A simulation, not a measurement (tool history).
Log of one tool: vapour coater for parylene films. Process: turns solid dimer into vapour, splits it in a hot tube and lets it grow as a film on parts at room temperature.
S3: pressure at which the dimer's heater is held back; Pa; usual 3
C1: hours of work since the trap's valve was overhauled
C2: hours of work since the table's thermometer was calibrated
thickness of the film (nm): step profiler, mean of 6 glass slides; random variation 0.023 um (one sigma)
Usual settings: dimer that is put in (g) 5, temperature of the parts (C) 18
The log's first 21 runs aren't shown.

At hour 1010.6: trap's valve overhauled.
Run 22, hour 1051: usual settings but dimer that is put in (g) 3, temperature of the parts (C) 14, S3 2.21 Pa; C1 26; C2 271. Result: thickness of the film (nm) 910.
Run 23, hour 1089.5: usual settings but dimer that is put in (g) 3, temperature of the parts (C) 14, S3 2.21 Pa; C1 52; C2 296. Result: thickness of the film (nm) 910.
Run 24, hour 1139.7: usual settings but dimer that is put in (g) 3, temperature of the parts (C) 14, S3 2.21 Pa; C1 84; C2 329. Result: thickness of the film (nm) 930.
Run 25, hour 1173.1: usual settings but dimer that is put in (g) 4, temperature of the parts (C) 16, S3 5.41 Pa; C1 106; C2 351. Result: thickness of the film (nm) 960.
Run 26, hour 1226.1: usual settings but temperature of the parts (C) 23, S3 3.44 Pa; C1 141; C2 386. Result: thickness of the film (nm) 1080.
Run 27, hour 1300.3: usual settings but S3 4.99 Pa; C1 189; C2 434. Result: thickness of the film (nm) 1120.
At hour 1347.5: trap's valve overhauled.
Run 28, hour 1372.5: usual settings but temperature of the parts (C) 19, S3 4.27 Pa; C1 16; C2 479. Result: thickness of the film (nm) 1170.
Run 29, hour 1409: usual settings but temperature of the parts (C) 19, S3 4.27 Pa; C1 40; C2 502. Result: thickness of the film (nm) 1200.
Run 30, hour 1439.3: usual settings but S3 6.44 Pa; C1 60; C2 522. Result: thickness of the film (nm) 1100.
Run 31, hour 1511.7: usual settings but dimer that is put in (g) 2, temperature of the parts (C) 12, S3 2.2 Pa; C1 107; C2 570. Result: thickness of the film (nm) 650.
Run 32, hour 1558.8: usual settings but dimer that is put in (g) 2, temperature of the parts (C) 12, S3 2.2 Pa; C1 138; C2 600. Result: thickness of the film (nm) 640.
Run 33, hour 1597.6: usual settings but dimer that is put in (g) 2, temperature of the parts (C) 12, S3 9.18 Pa; C1 163; C2 626. Result: thickness of the film (nm) 490.
Run 34, hour 1645.6: usual settings but dimer that is put in (g) 2, temperature of the parts (C) 12, S3 9.18 Pa; C1 195; C2 657. Result: thickness of the film (nm) 480.
At hour 1684.3: trap's valve overhauled.
Run 35, hour 1722.5: usual settings but dimer that is put in (g) 7, temperature of the parts (C) 17, S3 9.18 Pa; C1 25; C2 705. Result: thickness of the film (nm) 1480.
Run 36, hour 1791.7: usual settings but dimer that is put in (g) 7, temperature of the parts (C) 17, S3 9.18 Pa; C1 70; C2 750. Result: thickness of the film (nm) 1480.
Run 37, hour 1836.9: usual settings but dimer that is put in (g) 2, temperature of the parts (C) 26, S3 5.47 Pa; C1 100; C2 779. Result: thickness of the film (nm) 370.

Forecast each of these 3 alternatives for the next run:
Run A, hour 1905.8: usual settings but dimer that is put in (g) 4, temperature of the parts (C) 20, S3 7.72 Pa; C1 145; C2 824. Result: thickness of the film (nm) ?.
Run B, hour 1905.8: usual settings but dimer that is put in (g) 2, temperature of the parts (C) 22, S3 3.81 Pa; C1 145; C2 824. Result: thickness of the film (nm) ?.
Run C, hour 1905.8: usual settings but dimer that is put in (g) 2, temperature of the parts (C) 26, S3 7.2 Pa; C1 145; C2 824. Result: thickness of the film (nm) ?.

run  thickness of the film (nm)
  A                         810
  B                         470
  C                         320
Without the tool's hidden state the same runs would have given:
run  thickness of the film (nm)
  A                         810
  B                         470
  C                         320

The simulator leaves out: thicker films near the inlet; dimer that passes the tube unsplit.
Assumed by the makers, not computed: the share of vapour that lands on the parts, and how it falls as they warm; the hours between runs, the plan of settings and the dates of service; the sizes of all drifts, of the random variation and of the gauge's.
